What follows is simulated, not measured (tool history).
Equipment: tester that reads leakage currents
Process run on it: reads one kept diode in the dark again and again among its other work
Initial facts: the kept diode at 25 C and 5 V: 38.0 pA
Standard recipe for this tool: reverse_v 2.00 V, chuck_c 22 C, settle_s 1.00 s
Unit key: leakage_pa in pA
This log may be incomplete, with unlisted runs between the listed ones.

{"run": 1, "hour": 0.0, "reverse_v": 2.0, "chuck_c": 22, "settle_s": 1.0, "leakage_pa": 22.81}
{"run": 2, "hour": 41.1, "reverse_v": 2.0, "chuck_c": 22, "settle_s": 1.0, "leakage_pa": 22.75}
{"run": 3, "hour": 94.6, "reverse_v": 2.0, "chuck_c": 22, "settle_s": 1.0, "leakage_pa": 22.87}
{"run": 4, "hour": 123.1, "reverse_v": 2.0, "chuck_c": 22, "settle_s": 1.0, "leakage_pa": 22.95}
{"run": 5, "hour": 152.7, "reverse_v": 2.0, "chuck_c": 40, "settle_s": 1.0, "leakage_pa": 83.58}
{"run": 6, "hour": 196.3, "reverse_v": 2.0, "chuck_c": 40, "settle_s": 1.0, "leakage_pa": 84.04}
{"run": 7, "hour": 238.7, "reverse_v": 2.0, "chuck_c": 22, "settle_s": 1.0, "leakage_pa": 22.93}
{"run": 8, "hour": 275.4, "reverse_v": 2.0, "chuck_c": 22, "settle_s": 1.0, "leakage_pa": 22.78}
{"run": 9, "hour": 324.3, "reverse_v": 2.0, "chuck_c": 22, "settle_s": 1.0, "leakage_pa": 22.85}
{"run": 10, "hour": 363.2, "reverse_v": 2.0, "chuck_c": 22, "settle_s": 1.0, "leakage_pa": 22.69}
{"run": 11, "hour": 407.0, "reverse_v": 2.0, "chuck_c": 22, "settle_s": 1.0, "leakage_pa": 22.91}
{"run": 12, "hour": 460.0, "reverse_v": 2.0, "chuck_c": 22, "settle_s": 1.0, "leakage_pa": 22.81}
{"run": 13, "hour": 484.8, "reverse_v": 10.56, "chuck_c": 22, "settle_s": 1.0, "leakage_pa": 38.98}
{"run": 14, "hour": 530.9, "reverse_v": 10.56, "chuck_c": 22, "settle_s": 1.0, "leakage_pa": 39.09}
{"run": 15, "hour": 564.9, "reverse_v": 10.56, "chuck_c": 22, "settle_s": 1.0, "leakage_pa": 39.17}
{"run": 16, "hour": 618.3, "reverse_v": 2.0, "chuck_c": 22, "settle_s": 1.0, "leakage_pa": 23.01}
{"run": 17, "hour": 664.1, "reverse_v": 2.0, "chuck_c": 22, "settle_s": 0.45, "leakage_pa": 22.97}
{"run": 18, "hour": 688.0, "reverse_v": 2.0, "chuck_c": 22, "settle_s": 1.0, "leakage_pa": 22.85}
{"run": 19, "hour": 744.7, "reverse_v": 2.0, "chuck_c": 22, "settle_s": 1.0, "leakage_pa": 22.86}
{"run": 20, "hour": 789.6, "reverse_v": 2.0, "chuck_c": 22, "settle_s": 0.74, "leakage_pa": 22.99}
{"run": 21, "hour": 844.0, "reverse_v": 3.24, "chuck_c": 36, "settle_s": 0.37, "leakage_pa": 73.79}
{"run": 22, "hour": 871.8, "reverse_v": 17.04, "chuck_c": 25, "settle_s": 1.76, "leakage_pa": 56.47}
{"run": 23, "hour": 904.6, "reverse_v": 17.04, "chuck_c": 25, "settle_s": 1.76, "leakage_pa": 56.45}
{"hour": 913.7, "done": "probe card cleaned and baked"}
{"run": 24, "hour": 960.8, "reverse_v": 6.55, "chuck_c": 44, "settle_s": 0.78, "leakage_pa": 159.18}
{"run": 25, "hour": 1017.2, "reverse_v": 6.55, "chuck_c": 44, "settle_s": 0.78, "leakage_pa": 158.51}
{"run": 26, "hour": 1063.4, "reverse_v": 13.46, "chuck_c": 49, "settle_s": 0.78, "leakage_pa": 275.92}
{"run": 27, "hour": 1092.0, "reverse_v": 2.22, "chuck_c": 34, "settle_s": 1.0, "leakage_pa": 57.17}
{"run": 28, "hour": 1146.6, "reverse_v": 2.22, "chuck_c": 34, "settle_s": 1.0, "leakage_pa": 56.93}
{"run": 29, "hour": 1192.7, "reverse_v": 2.22, "chuck_c": 34, "settle_s": 0.62, "leakage_pa": 57.13}
{"run": 30, "hour": 1222.4, "reverse_v": 1.08, "chuck_c": 44, "settle_s": 1.81, "leakage_pa": 90.26}
{"run": 31, "hour": 1246.7, "reverse_v": 1.08, "chuck_c": 44, "settle_s": 1.81, "leakage_pa": 90.08}
{"run": 32, "hour": 1275.0, "reverse_v": 1.08, "chuck_c": 44, "settle_s": 1.81, "leakage_pa": 90.77}
{"hour": 1287.2, "done": "chuck's temperature calibrated"}
{"run": 33, "hour": 1315.3, "reverse_v": 1.08, "chuck_c": 44, "settle_s": 1.81, "leakage_pa": 90.11}
{"run": 34, "hour": 1346.1, "reverse_v": 13.95, "chuck_c": 59, "settle_s": 1.0, "leakage_pa": 519.27}
{"run": 35, "hour": 1374.0, "reverse_v": 2.76, "chuck_c": 22, "settle_s": 5.85, "leakage_pa": 25.18}
{"run": 36, "hour": 1413.7, "reverse_v": 2.76, "chuck_c": 22, "settle_s": 5.85, "leakage_pa": 25.39}
{"run": 37, "hour": 1441.9, "reverse_v": 1.85, "chuck_c": 22, "settle_s": 0.87, "leakage_pa": 22.41}
{"run": 38, "hour": 1473.6, "reverse_v": 1.85, "chuck_c": 22, "settle_s": 0.87, "leakage_pa": 22.43}
{"run": 39, "hour": 1504.7, "reverse_v": 1.85, "chuck_c": 22, "settle_s": 0.87, "leakage_pa": 22.32}

Branching from run 39: 4 alternative next runs. What would each branch give?
{"run": "A", "hour": 1561.6, "reverse_v": 14.85, "chuck_c": 22, "settle_s": 0.47, "leakage_pa": "?"}
{"run": "B", "hour": 1561.6, "reverse_v": 9.05, "chuck_c": 50, "settle_s": 8.09, "leakage_pa": "?"}
{"run": "C", "hour": 1561.6, "reverse_v": 13.94, "chuck_c": 30, "settle_s": 1.31, "leakage_pa": "?"}
{"run": "D", "hour": 1561.6, "reverse_v": 1.67, "chuck_c": 22, "settle_s": 0.64, "leakage_pa": "?"}

run=A leakage_pa=44.33
run=B leakage_pa=260.71
run=C leakage_pa=76.41
run=D leakage_pa=21.75
With no hidden state in the tool, these same runs would have given:
run=A leakage_pa=44.32
run=B leakage_pa=260.69
run=C leakage_pa=76.40
run=D leakage_pa=21.74

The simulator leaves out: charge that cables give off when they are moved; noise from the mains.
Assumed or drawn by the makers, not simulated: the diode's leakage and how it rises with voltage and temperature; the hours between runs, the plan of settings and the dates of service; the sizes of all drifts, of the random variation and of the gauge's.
